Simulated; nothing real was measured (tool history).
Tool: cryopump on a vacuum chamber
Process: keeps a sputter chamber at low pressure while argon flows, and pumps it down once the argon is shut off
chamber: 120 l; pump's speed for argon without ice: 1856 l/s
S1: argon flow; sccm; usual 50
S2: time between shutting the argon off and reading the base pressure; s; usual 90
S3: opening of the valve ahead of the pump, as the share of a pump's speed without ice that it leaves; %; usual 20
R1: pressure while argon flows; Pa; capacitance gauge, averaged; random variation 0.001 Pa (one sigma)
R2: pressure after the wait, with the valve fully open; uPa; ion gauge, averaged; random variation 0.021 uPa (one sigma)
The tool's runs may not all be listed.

run	day	S1	S2	S3	R1	R2
1	0	50	90	20	0.2349	0.99
2	2.579	50	90	20	0.2335	1.06
3	4.771	50	90	20	0.235	0.99
4	7.458	50	90	20	0.2365	1.11
# day 8.171: pump warmed up, emptied and cooled again
# day 8.254: leaking fittings of the chamber tightened, without venting
5	9.267	50	26	20	0.2299	0.9
6	11.804	50	26	20	0.2298	0.94
7	14.071	50	26	20	0.2311	0.95
8	16.404	50	26	20	0.2332	0.9
9	18.671	50	26	20	0.2329	0.93
10	21.646	50	90	20	0.2331	0.45
# day 24.154: pump warmed up, emptied and cooled again
11	24.154	50	90	20	0.2298	0.46
12	27.096	50	90	20	0.2315	0.46
13	28.679	50	90	20	0.2301	0.44
14	30.758	50	90	20	0.2315	0.55
15	33.221	50	90	20	0.2319	0.52
16	36.071	50	90	20	0.234	0.56
17	38.688	50	90	20	0.2372	0.59
# day 39.971: pump warmed up, emptied and cooled again
18	40.158	50	90	20	0.2307	0.48
19	41.433	50	86	40	0.1169	0.52
20	43.033	50	86	40	0.1168	0.53
21	45.075	40	92	40	0.0943	0.57
22	47.333	68	92	40	0.1612	0.62
23	48.658	56	30	37	0.1435	1.01
24	50.1	56	30	37	0.1447	1.08
25	51.362	43	37	20	0.2021	0.93
26	54.046	43	37	20	0.2031	0.94
# day 55.879: pump warmed up, emptied and cooled again
27	55.958	80	90	20	0.3706	0.59
28	57.538	80	90	20	0.3677	0.61
29	60.6	47	206	42	0.106	0.49
30	62.717	31	31	59	0.0521	1.05
31	65.308	31	31	59	0.052	1.13
32	67.654	50	66	30	0.1593	0.79
33	70.692	48	73	32	0.1438	0.76
# day 71.842: pump warmed up, emptied and cooled again
34	73.608	70	90	35	0.187	0.68
35	76.062	21	278	15	0.1288	0.56

Hidden state or all else? Some run-to-run changes of R1, split into what the settings, what came in and random variation would give without the hidden state, and what is left for the hidden state (with any gauge scatter that isn't in both results):
The hidden state here: pump's speed, % of a pump's without ice; cold plate's temperature, K; leak into the chamber, uPa l/s; drift of the gauge itself on working_pa, %; drift of the gauge itself on base_upa, %.
Run 4 -> 5: S2 90 -> 26, pump warmed up, emptied and cooled again, leaking fittings of the chamber tightened, without venting. R1 -0.0066 Pa: hidden state -0.0063, all else -0.0003.
Run 10 -> 11: pump warmed up, emptied and cooled again. R1 -0.0033 Pa: hidden state -0.0059, all else +0.0026.
Run 17 -> 18: pump warmed up, emptied and cooled again. R1 -0.0065 Pa: hidden state -0.0065, all else +0.
Run 18 -> 19: S2 90 -> 86, S3 20 -> 40. R1 -0.1138 Pa: hidden state +0.0005, all else -0.1143.
Run 26 -> 27: S1 43 -> 80, S2 37 -> 90, pump warmed up, emptied and cooled again. R1 +0.1675 Pa: hidden state -0.0035, all else +0.171.
Run 28 -> 29: S1 80 -> 47, S2 90 -> 206, S3 20 -> 42. R1 -0.2617 Pa: hidden state -0.0009, all else -0.2608.
